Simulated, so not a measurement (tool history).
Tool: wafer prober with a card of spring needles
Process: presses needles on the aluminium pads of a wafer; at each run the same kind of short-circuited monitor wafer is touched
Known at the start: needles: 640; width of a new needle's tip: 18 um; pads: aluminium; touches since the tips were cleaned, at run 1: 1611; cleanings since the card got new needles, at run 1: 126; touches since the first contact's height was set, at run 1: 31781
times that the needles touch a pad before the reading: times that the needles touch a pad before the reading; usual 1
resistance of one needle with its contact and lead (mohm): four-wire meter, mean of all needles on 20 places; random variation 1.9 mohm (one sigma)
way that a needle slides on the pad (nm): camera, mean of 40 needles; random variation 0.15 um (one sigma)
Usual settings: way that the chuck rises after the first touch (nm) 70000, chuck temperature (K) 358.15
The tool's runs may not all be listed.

| run | hour | way that the chuck rises after the first touch (nm) | chuck temperature (K) | times that the needles touch a pad before the reading | touches since the tips were cleaned | cleanings since the card got new needles | touches since the first contact's height was set | resistance of one needle with its contact and lead (mohm) | way that a needle slides on the pad (nm) |
|---|---|---|---|---|---|---|---|---|---|
| 1 | 0.0 | 70000 | 358.15 | 1 | 1611 | 126 | 31781 | 200 | 15840 |
|  | 2.0 | tips cleaned on abrasive film |
|  | 11.9 | tips cleaned on abrasive film |
|  | 21.7 | tips cleaned on abrasive film |
|  | 29.6 | tips cleaned on abrasive film |
|  | 39.4 | tips cleaned on abrasive film |
|  | 49.2 | tips cleaned on abrasive film |
|  | 59.0 | tips cleaned on abrasive film |
|  | 68.9 | tips cleaned on abrasive film |
|  | 78.7 | tips cleaned on abrasive film |
|  | 86.6 | tips cleaned on abrasive film |
|  | 96.4 | tips cleaned on abrasive film |
| 2 | 102.8 | 67000 | 358.15 | 1 | 1683 | 137 | 58520 | 200 | 15270 |
|  | 104.8 | tips cleaned on abrasive film |
|  | 112.7 | tips cleaned on abrasive film |
|  | 122.5 | tips cleaned on abrasive film |
|  | 130.4 | tips cleaned on abrasive film |
|  | 140.2 | tips cleaned on abrasive film |
|  | 148.1 | tips cleaned on abrasive film |
| 3 | 155.2 | 67000 | 358.15 | 1 | 1857 | 143 | 72139 | 199 | 15380 |
|  | 157.2 | tips cleaned on abrasive film |
|  | 167.0 | tips cleaned on abrasive film |
|  | 174.9 | tips cleaned on abrasive film |
|  | 184.7 | tips cleaned on abrasive film |
|  | 192.6 | tips cleaned on abrasive film |
| 4 | 200.1 | 67000 | 358.15 | 1 | 1969 | 148 | 83824 | 201 | 15170 |
|  | 202.1 | tips cleaned on abrasive film |
|  | 212.0 | tips cleaned on abrasive film |
|  | 221.8 | tips cleaned on abrasive film |
|  | 227.9 | height of the first contact set anew |
|  | 230.0 | tips cleaned on abrasive film |
|  | 239.8 | tips cleaned on abrasive film |
|  | 249.6 | tips cleaned on abrasive film |
|  | 257.5 | tips cleaned on abrasive film |
|  | 267.3 | tips cleaned on abrasive film |
|  | 275.2 | tips cleaned on abrasive film |
|  | 285.0 | tips cleaned on abrasive film |
|  | 294.8 | tips cleaned on abrasive film |
| 5 | 302.6 | 70000 | 339.15 | 1 | 2043 | 159 | 19429 | 195 | 15790 |
|  | 304.6 | tips cleaned on abrasive film |
|  | 312.5 | tips cleaned on abrasive film |
|  | 322.3 | tips cleaned on abrasive film |
|  | 330.2 | tips cleaned on abrasive film |
|  | 340.0 | tips cleaned on abrasive film |
| 6 | 347.0 | 70000 | 339.15 | 1 | 1838 | 164 | 30983 | 194 | 15870 |
|  | 349.1 | tips cleaned on abrasive film |
|  | 358.9 | tips cleaned on abrasive film |
|  | 368.7 | tips cleaned on abrasive film |
|  | 378.5 | tips cleaned on abrasive film |
|  | 386.4 | tips cleaned on abrasive film |
|  | 396.3 | tips cleaned on abrasive film |
|  | 406.1 | tips cleaned on abrasive film |
|  | 415.9 | tips cleaned on abrasive film |
|  | 425.7 | tips cleaned on abrasive film |
|  | 435.5 | tips cleaned on abrasive film |
| 7 | 438.2 | 70000 | 339.15 | 1 | 712 | 174 | 54706 | 194 | 15750 |
|  | 444.2 | tips cleaned on abrasive film |
|  | 454.0 | tips cleaned on abrasive film |
|  | 463.8 | tips cleaned on abrasive film |
|  | 473.6 | tips cleaned on abrasive film |
|  | 483.5 | tips cleaned on abrasive film |
|  | 493.3 | tips cleaned on abrasive film |
| 8 | 498.0 | 70000 | 339.15 | 1 | 1233 | 180 | 70258 | 197 | 16110 |
|  | 502.0 | tips cleaned on abrasive film |
|  | 509.8 | tips cleaned on abrasive film |
|  | 519.7 | tips cleaned on abrasive film |
|  | 529.5 | tips cleaned on abrasive film |
|  | 539.3 | tips cleaned on abrasive film |
|  | 549.1 | tips cleaned on abrasive film |
|  | 557.0 | tips cleaned on abrasive film |
|  | 566.8 | tips cleaned on abrasive film |
|  | 576.7 | tips cleaned on abrasive film |
|  | 578.9 | height of the first contact set anew |
|  | 585.5 | tips cleaned on abrasive film |
| 9 | 585.5 | 70000 | 358.15 | 1 | 0 | 190 | 1714 | 196 | 16040 |
|  | 595.3 | tips cleaned on abrasive film |
|  | 605.2 | tips cleaned on abrasive film |
|  | 615.0 | tips cleaned on abrasive film |
|  | 624.8 | tips cleaned on abrasive film |
|  | 634.6 | tips cleaned on abrasive film |
|  | 644.4 | tips cleaned on abrasive film |
|  | 652.3 | tips cleaned on abrasive film |
|  | 662.1 | tips cleaned on abrasive film |
| 10 | 665.4 | 58000 | 309.15 | 2 | 866 | 198 | 22522 | 189 | 13070 |
|  | 671.4 | tips cleaned on abrasive film |
|  | 679.3 | tips cleaned on abrasive film |
|  | 689.1 | tips cleaned on abrasive film |
|  | 698.9 | tips cleaned on abrasive film |
|  | 708.7 | tips cleaned on abrasive film |
|  | 718.5 | tips cleaned on abrasive film |
|  | 728.4 | tips cleaned on abrasive film |
|  | 736.2 | tips cleaned on abrasive film |
|  | 746.1 | tips cleaned on abrasive film |
|  | 753.9 | tips cleaned on abrasive film |
|  | 763.8 | tips cleaned on abrasive film |
| 11 | 765.0 | 70000 | 358.15 | 2 | 315 | 209 | 48404 | 197 | 16030 |
|  | 772.8 | tips cleaned on abrasive film |
|  | 780.7 | tips cleaned on abrasive film |
|  | 790.5 | tips cleaned on abrasive film |
|  | 798.4 | tips cleaned on abrasive film |
|  | 808.2 | tips cleaned on abrasive film |
|  | 816.1 | tips cleaned on abrasive film |
|  | 824.0 | tips cleaned on abrasive film |
|  | 833.8 | tips cleaned on abrasive film |
| 12 | 839.9 | 70000 | 358.15 | 2 | 1599 | 217 | 67900 | 196 | 15840 |
|  | 842.0 | tips cleaned on abrasive film |
|  | 851.8 | tips cleaned on abrasive film |
|  | 861.6 | tips cleaned on abrasive film |
|  | 871.4 | tips cleaned on abrasive film |
|  | 879.3 | tips cleaned on abrasive film |
|  | 889.1 | tips cleaned on abrasive film |
|  | 898.9 | tips cleaned on abrasive film |
|  | 908.8 | tips cleaned on abrasive film |
|  | 918.6 | tips cleaned on abrasive film |
|  | 926.8 | tips cleaned on abrasive film |
| 13 | 926.8 | 76000 | 321.15 | 2 | 0 | 227 | 90478 | 188 | 16980 |
|  | 929.0 | height of the first contact set anew |
|  | 934.9 | tips cleaned on abrasive film |
|  | 942.8 | tips cleaned on abrasive film |
|  | 952.6 | tips cleaned on abrasive film |
|  | 962.5 | tips cleaned on abrasive film |
|  | 970.3 | tips cleaned on abrasive film |
|  | 980.2 | tips cleaned on abrasive film |
|  | 990.0 | tips cleaned on abrasive film |
|  | 999.8 | tips cleaned on abrasive film |
|  | 1009.6 | tips cleaned on abrasive film |
|  | 1019.4 | tips cleaned on abrasive film |
|  | 1027.3 | tips cleaned on abrasive film |
| 14 | 1029.7 | 52000 | 309.15 | 2 | 615 | 238 | 26182 | 191 | 11560 |
|  | 1035.6 | tips cleaned on abrasive film |
|  | 1045.4 | tips cleaned on abrasive film |
|  | 1055.2 | tips cleaned on abrasive film |
|  | 1065.1 | tips cleaned on abrasive film |
|  | 1074.9 | tips cleaned on abrasive film |
|  | 1084.7 | tips cleaned on abrasive film |
|  | 1094.5 | tips cleaned on abrasive film |
|  | 1102.4 | tips cleaned on abrasive film |
|  | 1110.4 | tips cleaned on abrasive film |
| 15 | 1110.4 | 56000 | 309.15 | 2 | 0 | 247 | 47185 | 192 | 12760 |
|  | 1118.3 | tips cleaned on abrasive film |
|  | 1128.1 | tips cleaned on abrasive film |
|  | 1136.0 | tips cleaned on abrasive film |
|  | 1145.8 | tips cleaned on abrasive film |
|  | 1153.7 | tips cleaned on abrasive film |
|  | 1163.5 | tips cleaned on abrasive film |
|  | 1173.4 | tips cleaned on abrasive film |
|  | 1183.2 | tips cleaned on abrasive film |
|  | 1191.1 | tips cleaned on abrasive film |
|  | 1200.9 | tips cleaned on abrasive film |
| 16 | 1204.0 | 70000 | 323.15 | 1 | 823 | 257 | 71532 | 193 | 15930 |
|  | 1210.0 | tips cleaned on abrasive film |
|  | 1219.8 | tips cleaned on abrasive film |
|  | 1229.6 | tips cleaned on abrasive film |
|  | 1237.5 | tips cleaned on abrasive film |
|  | 1247.3 | tips cleaned on abrasive film |
|  | 1257.1 | tips cleaned on abrasive film |
| 17 | 1261.1 | 70000 | 323.15 | 1 | 1060 | 263 | 86399 | 194 | 16000 |
|  | 1265.1 | tips cleaned on abrasive film |
|  | 1275.0 | tips cleaned on abrasive film |
|  | 1279.1 | height of the first contact set anew |
|  | 1283.1 | tips cleaned on abrasive film |
|  | 1292.9 | tips cleaned on abrasive film |
|  | 1302.8 | tips cleaned on abrasive film |
|  | 1312.6 | tips cleaned on abrasive film |
|  | 1320.5 | tips cleaned on abrasive film |
| 18 | 1326.9 | 76000 | 300.15 | 2 | 1682 | 270 | 12421 | 185 | 16890 |

How the hidden state differs across the entries between the runs, from the last listed run before each to the first after it:
Between runs 1 and 2: tips cleaned on abrasive film (hour 2.0); tips cleaned on abrasive film (hour 11.9); tips cleaned on abrasive film (hour 21.7); tips cleaned on abrasive film (hour 29.6); tips cleaned on abrasive film (hour 39.4); tips cleaned on abrasive film (hour 49.2); tips cleaned on abrasive film (hour 59.0); tips cleaned on abrasive film (hour 68.9); tips cleaned on abrasive film (hour 78.7); tips cleaned on abrasive film (hour 86.6); tips cleaned on abrasive film (hour 96.4)
  way that the needles fall short of the set height, um: 0.01 -> 0.03
Between runs 2 and 3: tips cleaned on abrasive film (hour 104.8); tips cleaned on abrasive film (hour 112.7); tips cleaned on abrasive film (hour 122.5); tips cleaned on abrasive film (hour 130.4); tips cleaned on abrasive film (hour 140.2); tips cleaned on abrasive film (hour 148.1)
  no hidden state differs between the two runs
Between runs 3 and 4: tips cleaned on abrasive film (hour 157.2); tips cleaned on abrasive film (hour 167.0); tips cleaned on abrasive film (hour 174.9); tips cleaned on abrasive film (hour 184.7); tips cleaned on abrasive film (hour 192.6)
  way that the needles fall short of the set height, um: 0.03 -> 0.04; tips' diameter, um: 18.05 -> 18.06
Between runs 4 and 5: tips cleaned on abrasive film (hour 202.1); tips cleaned on abrasive film (hour 212.0); tips cleaned on abrasive film (hour 221.8); height of the first contact set anew (hour 227.9); tips cleaned on abrasive film (hour 230.0); tips cleaned on abrasive film (hour 239.8); tips cleaned on abrasive film (hour 249.6); tips cleaned on abrasive film (hour 257.5); tips cleaned on abrasive film (hour 267.3); tips cleaned on abrasive film (hour 275.2); tips cleaned on abrasive film (hour 285.0); tips cleaned on abrasive film (hour 294.8)
  debris on the tips, nm: 0.6 -> 0.7; way that the needles fall short of the set height, um: 0.04 -> 0.01
Between runs 5 and 6: tips cleaned on abrasive film (hour 304.6); tips cleaned on abrasive film (hour 312.5); tips cleaned on abrasive film (hour 322.3); tips cleaned on abrasive film (hour 330.2); tips cleaned on abrasive film (hour 340.0)
  debris on the tips, nm: 0.7 -> 0.6
Between runs 6 and 7: tips cleaned on abrasive film (hour 349.1); tips cleaned on abrasive film (hour 358.9); tips cleaned on abrasive film (hour 368.7); tips cleaned on abrasive film (hour 378.5); tips cleaned on abrasive film (hour 386.4); tips cleaned on abrasive film (hour 396.3); tips cleaned on abrasive film (hour 406.1); tips cleaned on abrasive film (hour 415.9); tips cleaned on abrasive film (hour 425.7); tips cleaned on abrasive film (hour 435.5)
  debris on the tips, nm: 0.6 -> 0.3; way that the needles fall short of the set height, um: 0.01 -> 0.02
Between runs 7 and 8: tips cleaned on abrasive film (hour 444.2); tips cleaned on abrasive film (hour 454.0); tips cleaned on abrasive film (hour 463.8); tips cleaned on abrasive film (hour 473.6); tips cleaned on abrasive film (hour 483.5); tips cleaned on abrasive film (hour 493.3)
  debris on the tips, nm: 0.3 -> 0.5; way that the needles fall short of the set height, um: 0.02 -> 0.03; tips' diameter, um: 18.06 -> 18.07
Between runs 8 and 9: tips cleaned on abrasive film (hour 502.0); tips cleaned on abrasive film (hour 509.8); tips cleaned on abrasive film (hour 519.7); tips cleaned on abrasive film (hour 529.5); tips cleaned on abrasive film (hour 539.3); tips cleaned on abrasive film (hour 549.1); tips cleaned on abrasive film (hour 557.0); tips cleaned on abrasive film (hour 566.8); tips cleaned on abrasive film (hour 576.7); height of the first contact set anew (hour 578.9); tips cleaned on abrasive film (hour 585.5)
  debris on the tips, nm: 0.5 -> 0.1; way that the needles fall short of the set height, um: 0.03 -> 0
Between runs 9 and 10: tips cleaned on abrasive film (hour 595.3); tips cleaned on abrasive film (hour 605.2); tips cleaned on abrasive film (hour 615.0); tips cleaned on abrasive film (hour 624.8); tips cleaned on abrasive film (hour 634.6); tips cleaned on abrasive film (hour 644.4); tips cleaned on abrasive film (hour 652.3); tips cleaned on abrasive film (hour 662.1)
  debris on the tips, nm: 0.1 -> 0.4; way that the needles fall short of the set height, um: 0 -> 0.01
Between runs 10 and 11: tips cleaned on abrasive film (hour 671.4); tips cleaned on abrasive film (hour 679.3); tips cleaned on abrasive film (hour 689.1); tips cleaned on abrasive film (hour 698.9); tips cleaned on abrasive film (hour 708.7); tips cleaned on abrasive film (hour 718.5); tips cleaned on abrasive film (hour 728.4); tips cleaned on abrasive film (hour 736.2); tips cleaned on abrasive film (hour 746.1); tips cleaned on abrasive film (hour 753.9); tips cleaned on abrasive film (hour 763.8)
  debris on the tips, nm: 0.4 -> 0.2; way that the needles fall short of the set height, um: 0.01 -> 0.02; tips' diameter, um: 18.07 -> 18.08
Between runs 11 and 12: tips cleaned on abrasive film (hour 772.8); tips cleaned on abrasive film (hour 780.7); tips cleaned on abrasive film (hour 790.5); tips cleaned on abrasive film (hour 798.4); tips cleaned on abrasive film (hour 808.2); tips cleaned on abrasive film (hour 816.1); tips cleaned on abrasive film (hour 824.0); tips cleaned on abrasive film (hour 833.8)
  debris on the tips, nm: 0.2 -> 0.5; way that the needles fall short of the set height, um: 0.02 -> 0.03
Between runs 12 and 13: tips cleaned on abrasive film (hour 842.0); tips cleaned on abrasive film (hour 851.8); tips cleaned on abrasive film (hour 861.6); tips cleaned on abrasive film (hour 871.4); tips cleaned on abrasive film (hour 879.3); tips cleaned on abrasive film (hour 889.1); tips cleaned on abrasive film (hour 898.9); tips cleaned on abrasive film (hour 908.8); tips cleaned on abrasive film (hour 918.6); tips cleaned on abrasive film (hour 926.8)
  debris on the tips, nm: 0.5 -> 0.1; way that the needles fall short of the set height, um: 0.03 -> 0.04
Between runs 13 and 14: height of the first contact set anew (hour 929.0); tips cleaned on abrasive film (hour 934.9); tips cleaned on abrasive film (hour 942.8); tips cleaned on abrasive film (hour 952.6); tips cleaned on abrasive film (hour 962.5); tips cleaned on abrasive film (hour 970.3); tips cleaned on abrasive film (hour 980.2); tips cleaned on abrasive film (hour 990.0); tips cleaned on abrasive film (hour 999.8); tips cleaned on abrasive film (hour 1009.6); tips cleaned on abrasive film (hour 1019.4); tips cleaned on abrasive film (hour 1027.3)
  debris on the tips, nm: 0.1 -> 0.3; way that the needles fall short of the set height, um: 0.04 -> 0.01; tips' diameter, um: 18.08 -> 18.09
Between runs 14 and 15: tips cleaned on abrasive film (hour 1035.6); tips cleaned on abrasive film (hour 1045.4); tips cleaned on abrasive film (hour 1055.2); tips cleaned on abrasive film (hour 1065.1); tips cleaned on abrasive film (hour 1074.9); tips cleaned on abrasive film (hour 1084.7); tips cleaned on abrasive film (hour 1094.5); tips cleaned on abrasive film (hour 1102.4); tips cleaned on abrasive film (hour 1110.4)
  debris on the tips, nm: 0.3 -> 0; way that the needles fall short of the set height, um: 0.01 -> 0.02
Between runs 15 and 16: tips cleaned on abrasive film (hour 1118.3); tips cleaned on abrasive film (hour 1128.1); tips cleaned on abrasive film (hour 1136.0); tips cleaned on abrasive film (hour 1145.8); tips cleaned on abrasive film (hour 1153.7); tips cleaned on abrasive film (hour 1163.5); tips cleaned on abrasive film (hour 1173.4); tips cleaned on abrasive film (hour 1183.2); tips cleaned on abrasive film (hour 1191.1); tips cleaned on abrasive film (hour 1200.9)
  debris on the tips, nm: 0 -> 0.4; way that the needles fall short of the set height, um: 0.02 -> 0.03; tips' diameter, um: 18.09 -> 18.1
Between runs 16 and 17: tips cleaned on abrasive film (hour 1210.0); tips cleaned on abrasive film (hour 1219.8); tips cleaned on abrasive film (hour 1229.6); tips cleaned on abrasive film (hour 1237.5); tips cleaned on abrasive film (hour 1247.3); tips cleaned on abrasive film (hour 1257.1)
  way that the needles fall short of the set height, um: 0.03 -> 0.04
Between runs 17 and 18: tips cleaned on abrasive film (hour 1265.1); tips cleaned on abrasive film (hour 1275.0); height of the first contact set anew (hour 1279.1); tips cleaned on abrasive film (hour 1283.1); tips cleaned on abrasive film (hour 1292.9); tips cleaned on abrasive film (hour 1302.8); tips cleaned on abrasive film (hour 1312.6); tips cleaned on abrasive film (hour 1320.5)
  debris on the tips, nm: 0.4 -> 0.5; way that the needles fall short of the set height, um: 0.04 -> 0.01
